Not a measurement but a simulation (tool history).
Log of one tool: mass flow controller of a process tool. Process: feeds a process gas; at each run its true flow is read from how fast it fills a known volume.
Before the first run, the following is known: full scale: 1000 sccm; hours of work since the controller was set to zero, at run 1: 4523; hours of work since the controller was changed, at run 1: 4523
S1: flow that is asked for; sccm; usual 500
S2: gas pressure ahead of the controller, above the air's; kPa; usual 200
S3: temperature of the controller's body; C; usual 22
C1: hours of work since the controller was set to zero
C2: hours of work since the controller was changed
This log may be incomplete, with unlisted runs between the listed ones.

run 1 day=0 | S1=500 S2=200 S3=22 | C1=4523 C2=4523 | true_flow_(%)=98.9
run 2 day=14.792 | S1=500 S2=249 S3=22 | C1=4643 C2=4643 | true_flow_(%)=98.53
run 3 day=27.708 | S1=500 S2=249 S3=22 | C1=4747 C2=4747 | true_flow_(%)=98.28
run 4 day=35.408 | S1=500 S2=249 S3=22 | C1=4809 C2=4809 | true_flow_(%)=98.12
run 5 day=46.029 | S1=500 S2=249 S3=22 | C1=4895 C2=4895 | true_flow_(%)=98.21
run 6 day=56.95 | S1=500 S2=249 S3=22 | C1=4983 C2=4983 | true_flow_(%)=97.83
run 7 day=71.9 | S1=500 S2=200 S3=27 | C1=5104 C2=5104 | true_flow_(%)=97.46
run 8 day=89.554 | S1=500 S2=200 S3=27 | C1=5246 C2=5246 | true_flow_(%)=97.21
-- day=90.775 controller exchanged for a calibrated one
run 9 day=99.746 | S1=500 S2=200 S3=20 | C1=72 C2=72 | true_flow_(%)=97.45
run 10 day=113.858 | S1=500 S2=200 S3=20 | C1=186 C2=186 | true_flow_(%)=97.53
run 11 day=126.292 | S1=299 S2=200 S3=22 | C1=287 C2=287 | true_flow_(%)=96.6
run 12 day=135.238 | S1=299 S2=200 S3=22 | C1=359 C2=359 | true_flow_(%)=96.53
run 13 day=150.362 | S1=299 S2=200 S3=22 | C1=481 C2=481 | true_flow_(%)=96.36
run 14 day=162.546 | S1=500 S2=223 S3=22 | C1=579 C2=579 | true_flow_(%)=96.57
run 15 day=177.054 | S1=111 S2=223 S3=37 | C1=696 C2=696 | true_flow_(%)=94.31
run 16 day=189.646 | S1=111 S2=155 S3=28 | C1=798 C2=798 | true_flow_(%)=94.92
run 17 day=200.867 | S1=112 S2=202 S3=34 | C1=888 C2=888 | true_flow_(%)=94.21
-- day=202.8 gauge calibrated
run 18 day=213.904 | S1=112 S2=202 S3=34 | C1=994 C2=994 | true_flow_(%)=96.87
run 19 day=225.762 | S1=733 S2=199 S3=31 | C1=1089 C2=1089 | true_flow_(%)=98.69
run 20 day=233.112 | S1=733 S2=182 S3=38 | C1=1149 C2=1149 | true_flow_(%)=97.99
run 21 day=244.379 | S1=733 S2=182 S3=38 | C1=1240 C2=1240 | true_flow_(%)=97.79
run 22 day=257.212 | S1=733 S2=182 S3=38 | C1=1343 C2=1343 | true_flow_(%)=97.71
run 23 day=267.058 | S1=733 S2=182 S3=38 | C1=1423 C2=1423 | true_flow_(%)=97.48
run 24 day=282.683 | S1=814 S2=264 S3=27 | C1=1549 C2=1549 | true_flow_(%)=98.14
run 25 day=299.179 | S1=500 S2=159 S3=28 | C1=1682 C2=1682 | true_flow_(%)=97.14
run 26 day=315.296 | S1=500 S2=159 S3=28 | C1=1812 C2=1812 | true_flow_(%)=97.07
run 27 day=328.25 | S1=500 S2=159 S3=28 | C1=1917 C2=1917 | true_flow_(%)=96.96

Alternative continuations, all from the tool just after run 27; predict every row:
run A day=342.512 | S1=407 S2=257 S3=28 | C1=2032 C2=2032 | true_flow_(%)=?
run B day=342.512 | S1=730 S2=187 S3=28 | C1=2032 C2=2032 | true_flow_(%)=?
run C day=342.512 | S1=500 S2=200 S3=25 | C1=2032 C2=2032 | true_flow_(%)=?

run=A true_flow_(%)=96.14
run=B true_flow_(%)=97.22
run=C true_flow_(%)=96.79
Stripped of hidden state, with their random variation kept, the same runs would have yielded:
run=A true_flow_(%)=98.04
run=B true_flow_(%)=99.14
run=C true_flow_(%)=98.7
